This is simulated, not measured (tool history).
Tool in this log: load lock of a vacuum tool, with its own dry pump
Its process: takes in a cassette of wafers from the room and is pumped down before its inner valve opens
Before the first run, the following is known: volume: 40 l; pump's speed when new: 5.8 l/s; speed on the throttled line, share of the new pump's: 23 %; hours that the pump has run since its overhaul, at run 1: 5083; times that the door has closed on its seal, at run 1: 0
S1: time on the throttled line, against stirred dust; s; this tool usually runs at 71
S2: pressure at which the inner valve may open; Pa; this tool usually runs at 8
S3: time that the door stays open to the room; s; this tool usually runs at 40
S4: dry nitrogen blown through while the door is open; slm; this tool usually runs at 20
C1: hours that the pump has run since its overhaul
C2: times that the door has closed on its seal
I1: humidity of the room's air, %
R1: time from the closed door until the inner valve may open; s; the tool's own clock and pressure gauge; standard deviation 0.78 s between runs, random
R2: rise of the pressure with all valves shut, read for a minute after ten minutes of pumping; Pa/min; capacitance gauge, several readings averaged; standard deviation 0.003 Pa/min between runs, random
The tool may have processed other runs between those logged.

run,hour,S1,S2,S3,S4,C1,C2,I1,R1,R2
1,0.0,71,8,40,20,5083,0,44.1,122.0,0.023
2,343.9,71,8,40,20,5427,1407,48.5,123.0,0.030
3,662.2,71,8,40,20,5745,2709,43.2,123.2,0.038
4,1325.4,71,8,40,20,6408,5422,51.0,123.5,0.069
5,1956.3,71,8,40,20,7039,8003,45.0,123.1,0.104
6,2414.1,71,8,40,20,7497,9876,43.5,122.4,0.123
7,2733.3,71,8,40,5,7816,11181,43.3,123.0,0.149
8,3360.3,71,8,40,20,8443,13746,43.9,124.5,0.185
9,3878.7,71,8,40,20,8962,15867,45.0,124.2,0.216
10,4470.8,71,8,40,20,9554,18289,45.2,124.8,0.269
11,4926.0,71,8,40,20,10009,20151,46.9,124.2,0.306
12,5579.5,71,8,40,20,10662,22825,44.6,125.2,0.368
13,5876.0,71,8,40,20,10959,24037,44.9,126.0,0.394
14,6227.2,71,8,40,20,11310,25474,44.5,125.8,0.416
15,6738.0,65,6,61,20,11821,27564,43.3,124.5,0.482
16,7147.1,65,13,61,17,12230,29237,44.0,117.5,0.549
17,7659.9,65,13,61,17,12743,31335,45.3,118.3,0.613
18,8137.1,71,13,40,20,13220,33287,46.8,123.7,0.689
# hour 8512.4: door's seal changed, seat wiped
19,8553.5,83,9,40,20,13635,168,46.9,135.3,0.026
20,9039.9,125,9,233,20,14121,2158,47.5,165.4,0.055
21,9541.0,40,8,43,22,14622,4208,42.5,104.0,0.049

3 ways to go on from here, each from the tool as it stands after run 21. What would each give?
A,10049.1,71,8,40,20,15130,6287,43.3,?,?
B,10049.1,40,15,43,4,15130,6287,42.9,?,?
C,10049.1,40,11,33,9,15130,6287,45.4,?,?

run,R1,R2
A,127.1,0.074
B,100.6,0.089
C,101.1,0.079
Without the tool's unlogged condition, the same runs would have read:
run,R1,R2
A,119.5,0.018
B,92.3,0.032
C,92.8,0.023
